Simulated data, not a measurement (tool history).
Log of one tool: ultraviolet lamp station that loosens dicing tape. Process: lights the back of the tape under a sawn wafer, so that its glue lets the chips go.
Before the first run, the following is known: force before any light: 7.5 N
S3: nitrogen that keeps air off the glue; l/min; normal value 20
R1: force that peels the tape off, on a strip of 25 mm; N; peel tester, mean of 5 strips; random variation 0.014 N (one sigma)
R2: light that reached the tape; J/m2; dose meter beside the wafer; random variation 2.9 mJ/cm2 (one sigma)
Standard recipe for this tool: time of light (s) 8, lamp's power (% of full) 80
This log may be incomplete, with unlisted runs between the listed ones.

{"run": 1, "hour": 0.0, "time of light (s)": 8, "lamp's power (% of full)": 80, "S3": 20, "R1": 0.906, "R2": 3620}
{"run": 2, "hour": 67.6, "time of light (s)": 8, "lamp's power (% of full)": 80, "S3": 20, "R1": 1.013, "R2": 3560}
{"run": 3, "hour": 120.5, "time of light (s)": 8, "lamp's power (% of full)": 80, "S3": 20, "R1": 1.048, "R2": 3510}
{"run": 4, "hour": 195.2, "time of light (s)": 8, "lamp's power (% of full)": 80, "S3": 20, "R1": 1.009, "R2": 3370}
{"run": 5, "hour": 263.5, "time of light (s)": 8, "lamp's power (% of full)": 80, "S3": 20, "R1": 1.082, "R2": 3320}
{"run": 6, "hour": 322.6, "time of light (s)": 5, "lamp's power (% of full)": 80, "S3": 20, "R1": 2.22, "R2": 2070}
{"run": 7, "hour": 372.9, "time of light (s)": 5, "lamp's power (% of full)": 80, "S3": 20, "R1": 2.25, "R2": 1990}
{"run": 8, "hour": 425.4, "time of light (s)": 8, "lamp's power (% of full)": 80, "S3": 20, "R1": 1.237, "R2": 3070}
{"run": 9, "hour": 487.0, "time of light (s)": 8, "lamp's power (% of full)": 62, "S3": 20, "R1": 1.85, "R2": 2390}
{"run": 10, "hour": 528.5, "time of light (s)": 8, "lamp's power (% of full)": 80, "S3": 20, "R1": 1.263, "R2": 2980}
{"run": 11, "hour": 559.6, "time of light (s)": 15, "lamp's power (% of full)": 80, "S3": 20, "R1": 0.363, "R2": 5600}
{"run": 12, "hour": 599.9, "time of light (s)": 8, "lamp's power (% of full)": 80, "S3": 20, "R1": 1.334, "R2": 2950}
{"run": 13, "hour": 649.9, "time of light (s)": 8, "lamp's power (% of full)": 79, "S3": 20, "R1": 1.418, "R2": 2850}
{"run": 14, "hour": 721.3, "time of light (s)": 8, "lamp's power (% of full)": 80, "S3": 20, "R1": 1.452, "R2": 2820}
{"run": 15, "hour": 787.8, "time of light (s)": 8, "lamp's power (% of full)": 80, "S3": 20, "R1": 1.47, "R2": 2720}
{"hour": 842.6, "done": "window cleaned of glue's vapour"}
{"run": 16, "hour": 863.1, "time of light (s)": 8, "lamp's power (% of full)": 80, "S3": 20, "R1": 1.289, "R2": 3040}
{"hour": 898.3, "done": "lamp changed"}
{"run": 17, "hour": 921.9, "time of light (s)": 8, "lamp's power (% of full)": 80, "S3": 9, "R1": 1.263, "R2": 4100}
{"run": 18, "hour": 965.8, "time of light (s)": 9, "lamp's power (% of full)": 84, "S3": 37, "R1": 0.353, "R2": 4860}
{"run": 19, "hour": 1010.8, "time of light (s)": 4, "lamp's power (% of full)": 80, "S3": 17, "R1": 2.406, "R2": 2010}
{"run": 20, "hour": 1073.3, "time of light (s)": 4, "lamp's power (% of full)": 80, "S3": 17, "R1": 2.471, "R2": 1970}
{"run": 21, "hour": 1104.5, "time of light (s)": 8, "lamp's power (% of full)": 66, "S3": 20, "R1": 1.088, "R2": 3240}
{"run": 22, "hour": 1145.0, "time of light (s)": 8, "lamp's power (% of full)": 83, "S3": 9, "R1": 1.272, "R2": 4060}
{"run": 23, "hour": 1188.2, "time of light (s)": 8, "lamp's power (% of full)": 92, "S3": 31, "R1": 0.458, "R2": 4430}
{"run": 24, "hour": 1218.8, "time of light (s)": 4, "lamp's power (% of full)": 80, "S3": 13, "R1": 2.819, "R2": 1960}
{"run": 25, "hour": 1249.7, "time of light (s)": 10, "lamp's power (% of full)": 99, "S3": 25, "R1": 0.294, "R2": 5850}
{"run": 26, "hour": 1320.0, "time of light (s)": 10, "lamp's power (% of full)": 68, "S3": 25, "R1": 0.654, "R2": 3990}
{"run": 27, "hour": 1366.1, "time of light (s)": 10, "lamp's power (% of full)": 68, "S3": 25, "R1": 0.686, "R2": 3940}
{"run": 28, "hour": 1436.3, "time of light (s)": 9, "lamp's power (% of full)": 63, "S3": 18, "R1": 1.236, "R2": 3160}
{"run": 29, "hour": 1495.7, "time of light (s)": 5, "lamp's power (% of full)": 72, "S3": 6, "R1": 3.635, "R2": 1940}
{"run": 30, "hour": 1563.3, "time of light (s)": 9, "lamp's power (% of full)": 84, "S3": 28, "R1": 0.58, "R2": 4050}
{"run": 31, "hour": 1633.8, "time of light (s)": 8, "lamp's power (% of full)": 97, "S3": 28, "R1": 0.566, "R2": 4140}
{"run": 32, "hour": 1701.5, "time of light (s)": 8, "lamp's power (% of full)": 74, "S3": 11, "R1": 1.843, "R2": 3050}
{"run": 33, "hour": 1736.3, "time of light (s)": 8, "lamp's power (% of full)": 87, "S3": 11, "R1": 1.378, "R2": 3560}
{"hour": 1743.1, "done": "window cleaned of glue's vapour"}
{"run": 34, "hour": 1790.0, "time of light (s)": 8, "lamp's power (% of full)": 87, "S3": 11, "R1": 1.181, "R2": 3970}

Per-run results on a tool with no hidden state, each run keeping its own random variation:
What the log doesn't record here: lamp's light, % of a new lamp's; light that the window lets through, % of a clean one's; drift of the gauge itself on peel_n, %; drift of the gauge itself on dose_mj_cm2, %.
run=1 R1=0.64 R2=4300
run=2 R1=0.692 R2=4320
run=3 R1=0.695 R2=4330
run=4 R1=0.635 R2=4260
run=5 R1=0.656 R2=4290
run=6 R1=1.528 R2=2720
run=7 R1=1.522 R2=2680
run=8 R1=0.683 R2=4210
run=9 R1=1.096 R2=3330
run=10 R1=0.653 R2=4230
run=11 R1=0.191 R2=8020
run=12 R1=0.666 R2=4280
run=13 R1=0.694 R2=4210
run=14 R1=0.676 R2=4270
run=15 R1=0.666 R2=4230
run=16 R1=0.681 R2=4270
run=17 R1=1.217 R2=4200
run=18 R1=0.33 R2=5030
run=19 R1=2.28 R2=2100
run=20 R1=2.298 R2=2100
run=21 R1=0.953 R2=3490
run=22 R1=1.101 R2=4420
run=23 R1=0.371 R2=4880
run=24 R1=2.53 R2=2180
run=25 R1=0.239 R2=6570
run=26 R1=0.49 R2=4570
run=27 R1=0.498 R2=4570
run=28 R1=0.909 R2=3750
run=29 R1=3.113 R2=2350
run=30 R1=0.37 R2=5000
run=31 R1=0.342 R2=5230
run=32 R1=1.239 R2=3940
run=33 R1=0.863 R2=4640
run=34 R1=0.876 R2=4670
